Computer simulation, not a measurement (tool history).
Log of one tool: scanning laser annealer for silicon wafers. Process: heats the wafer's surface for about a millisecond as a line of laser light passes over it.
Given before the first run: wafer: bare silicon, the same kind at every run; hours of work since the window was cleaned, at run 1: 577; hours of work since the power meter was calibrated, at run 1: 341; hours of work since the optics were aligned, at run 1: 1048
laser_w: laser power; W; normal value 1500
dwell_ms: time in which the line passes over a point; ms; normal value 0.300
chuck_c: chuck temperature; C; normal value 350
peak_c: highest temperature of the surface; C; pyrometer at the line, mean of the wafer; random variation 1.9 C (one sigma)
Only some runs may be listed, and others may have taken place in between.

run	hour	laser_w	dwell_ms	chuck_c	hours of work since the window was cleaned	hours of work since the power meter was calibrated	hours of work since the optics were aligned	peak_c
1	0.0	1500	0.300	350	577	341	1048	1141
2	47.7	1500	0.300	350	614	379	1085	1138
3	82.7	1500	0.300	350	641	406	1112	1137
4	125.3	1500	0.300	350	675	439	1146	1135
5	163.5	1500	0.300	350	704	469	1175	1131
6	217.1	1500	0.300	350	746	511	1217	1133
7	273.7	1500	0.300	385	790	555	1261	1166
8	312.0	1500	0.300	373	820	585	1291	1152
9	367.4	1500	0.251	373	863	628	1334	1072
10	409.1	1500	0.267	350	896	661	1367	1076
11	462.9	1500	0.300	362	938	702	1409	1136
# hour 483.8: window over the wafer cleaned
12	489.5	1500	0.300	349	4	722	1428	1159
13	535.1	1415	0.283	375	40	757	1464	1104
14	576.3	1415	0.283	375	72	789	1496	1103

Forecast run 15:
15	629.6	1311	0.249	327	114	831	1538	?

peak_c: 933 C
If the tool had no hidden condition, the same run with the same run-to-run variation would have returned peak_c 944 C.

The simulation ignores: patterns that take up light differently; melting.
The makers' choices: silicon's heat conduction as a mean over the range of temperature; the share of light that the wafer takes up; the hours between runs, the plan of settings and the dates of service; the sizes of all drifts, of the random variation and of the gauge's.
